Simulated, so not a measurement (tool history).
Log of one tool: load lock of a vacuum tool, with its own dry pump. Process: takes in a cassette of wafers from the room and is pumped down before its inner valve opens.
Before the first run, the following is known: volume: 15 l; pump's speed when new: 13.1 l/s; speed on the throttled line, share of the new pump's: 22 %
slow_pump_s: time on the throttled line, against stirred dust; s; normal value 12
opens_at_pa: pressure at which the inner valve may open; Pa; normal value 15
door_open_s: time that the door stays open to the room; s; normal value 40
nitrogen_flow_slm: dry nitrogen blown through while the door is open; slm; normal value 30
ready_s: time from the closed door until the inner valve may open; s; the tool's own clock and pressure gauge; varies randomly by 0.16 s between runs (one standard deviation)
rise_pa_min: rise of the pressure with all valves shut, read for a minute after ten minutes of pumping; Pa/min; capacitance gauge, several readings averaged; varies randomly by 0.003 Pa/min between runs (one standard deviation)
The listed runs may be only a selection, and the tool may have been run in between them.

run    hour  slow_pump_s  opens_at_pa  door_open_s  nitrogen_flow_slm  incoming humidity of the room's air, %  ready_s  rise_pa_min
  1     0.0           12           15           40                 30                                    44.6     20.0        0.343
  2   336.1           12           15           40                 30                                    43.8     20.0        0.367
  3   546.3            8           15           40                 30                                    47.6     17.0        0.371
  4   695.1            8           15           40                 30                                    44.2     17.2        0.389
  5  1050.7            8           15           40                 30                                    46.2     17.1        0.398
  6  1346.9            8           15           42                 30                                    46.0     17.3        0.404
  7  1685.3           12           17           40                 11                                    43.0     20.1        0.435

Run 8 has not been measured yet. What should we expect?
  8  1947.3           12           17           40                 11                                    47.0        ?            ?

ready_s: 20.0 s
rise_pa_min: 0.453 Pa/min
On a tool with no hidden condition, and with the same random variation, this run would have come out at ready_s 19.3 s, rise_pa_min 0.045 Pa/min.
